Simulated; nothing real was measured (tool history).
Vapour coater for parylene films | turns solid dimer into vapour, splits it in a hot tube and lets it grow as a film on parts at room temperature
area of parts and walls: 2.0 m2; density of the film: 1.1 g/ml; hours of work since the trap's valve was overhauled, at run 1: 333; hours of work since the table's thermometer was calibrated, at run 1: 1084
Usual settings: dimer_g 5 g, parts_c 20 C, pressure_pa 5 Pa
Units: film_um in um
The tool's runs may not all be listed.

| run | hour | dimer_g | parts_c | pressure_pa | hours of work since the trap's valve was overhauled | hours of work since the table's thermometer was calibrated | film_um |
|---|---|---|---|---|---|---|---|
| 1 | 0 | 5 | 20 | 5 | 333 | 1084 | 1.37 |
| 2 | 28.4 | 5 | 20 | 5 | 356 | 1107 | 1.38 |
| 3 | 70 | 5 | 20 | 5 | 389 | 1140 | 1.36 |
|  | 102.5 | trap's valve overhauled |
| 4 | 107.3 | 5 | 20 | 3.77 | 4 | 1166 | 1.6 |
| 5 | 147.2 | 5 | 20 | 3.77 | 36 | 1198 | 1.61 |
| 6 | 169.1 | 5 | 14 | 3.77 | 53 | 1216 | 2.03 |
| 7 | 198.4 | 5 | 14 | 3.77 | 76 | 1239 | 2.02 |
| 8 | 225.4 | 5 | 14 | 3.51 | 98 | 1261 | 2.02 |
| 9 | 245.4 | 5 | 14 | 3.51 | 114 | 1276 | 2.02 |
| 10 | 262.2 | 3 | 14 | 3.51 | 127 | 1290 | 1.21 |
| 11 | 280.1 | 5 | 20 | 5 | 142 | 1304 | 1.49 |
| 12 | 315.1 | 5 | 20 | 5 | 169 | 1332 | 1.48 |
| 13 | 339.6 | 5 | 20 | 5 | 189 | 1352 | 1.49 |
| 14 | 369.3 | 8 | 20 | 5 | 213 | 1375 | 2.38 |
| 15 | 388.4 | 5 | 27 | 5 | 228 | 1390 | 1.08 |
| 16 | 413.6 | 5 | 27 | 5 | 248 | 1411 | 1.07 |
| 17 | 444.6 | 5 | 27 | 5 | 273 | 1435 | 1.06 |
| 18 | 473.8 | 5 | 27 | 5 | 296 | 1459 | 1.05 |
| 19 | 494.3 | 5 | 20 | 3.72 | 312 | 1475 | 1.45 |
| 20 | 535.4 | 5 | 20 | 3.72 | 345 | 1508 | 1.45 |
| 21 | 571.2 | 2 | 20 | 10.6 | 374 | 1536 | 0.52 |
| 22 | 598.2 | 2 | 24 | 5.1 | 395 | 1558 | 0.44 |
|  | 622.2 | trap's valve overhauled |
| 23 | 629 | 2 | 24 | 5.1 | 5 | 1579 | 0.52 |
| 24 | 649.6 | 2 | 24 | 5.1 | 22 | 1595 | 0.54 |
| 25 | 679.6 | 2 | 24 | 5.1 | 46 | 1619 | 0.53 |
| 26 | 698.9 | 2 | 24 | 5.1 | 61 | 1635 | 0.53 |
| 27 | 718.2 | 2 | 24 | 5.1 | 77 | 1650 | 0.52 |
| 28 | 756.7 | 4 | 32 | 5.55 | 107 | 1681 | 0.72 |
| 29 | 781.2 | 4 | 28 | 3.13 | 127 | 1700 | 0.91 |
| 30 | 805.5 | 4 | 28 | 3.13 | 146 | 1720 | 0.89 |
| 31 | 830.3 | 4 | 28 | 3.13 | 166 | 1740 | 0.89 |
| 32 | 847.7 | 5 | 20 | 7.99 | 180 | 1753 | 1.43 |
| 33 | 864.9 | 6 | 15 | 2.25 | 193 | 1767 | 2.37 |
| 34 | 887.6 | 4 | 15 | 2.05 | 212 | 1785 | 1.57 |
| 35 | 917.5 | 4 | 15 | 5.06 | 235 | 1809 | 1.46 |
| 36 | 941.2 | 3 | 20 | 10.6 | 254 | 1828 | 0.81 |
| 37 | 981.4 | 3 | 20 | 10.6 | 286 | 1860 | 0.8 |
| 38 | 1002.5 | 5 | 22 | 2.12 | 303 | 1877 | 1.43 |
| 39 | 1038 | 5 | 22 | 2.12 | 331 | 1905 | 1.4 |
| 40 | 1064.9 | 5 | 20 | 6.3 | 353 | 1927 | 1.38 |

3 ways to go on from here, each from the tool as it stands after run 40. What would each give?
| A | 1091.7 | 2 | 20 | 5.85 | 374 | 1948 | ? |
| B | 1091.7 | 6 | 14 | 3.4 | 374 | 1948 | ? |
| C | 1091.7 | 5 | 30 | 5.76 | 374 | 1948 | ? |

| run | film_um |
|---|---|
| A | 0.54 |
| B | 2.23 |
| C | 0.92 |
Without the tool's hidden state the same runs would have given:
| run | film_um |
|---|---|
| A | 0.59 |
| B | 2.46 |
| C | 1.01 |

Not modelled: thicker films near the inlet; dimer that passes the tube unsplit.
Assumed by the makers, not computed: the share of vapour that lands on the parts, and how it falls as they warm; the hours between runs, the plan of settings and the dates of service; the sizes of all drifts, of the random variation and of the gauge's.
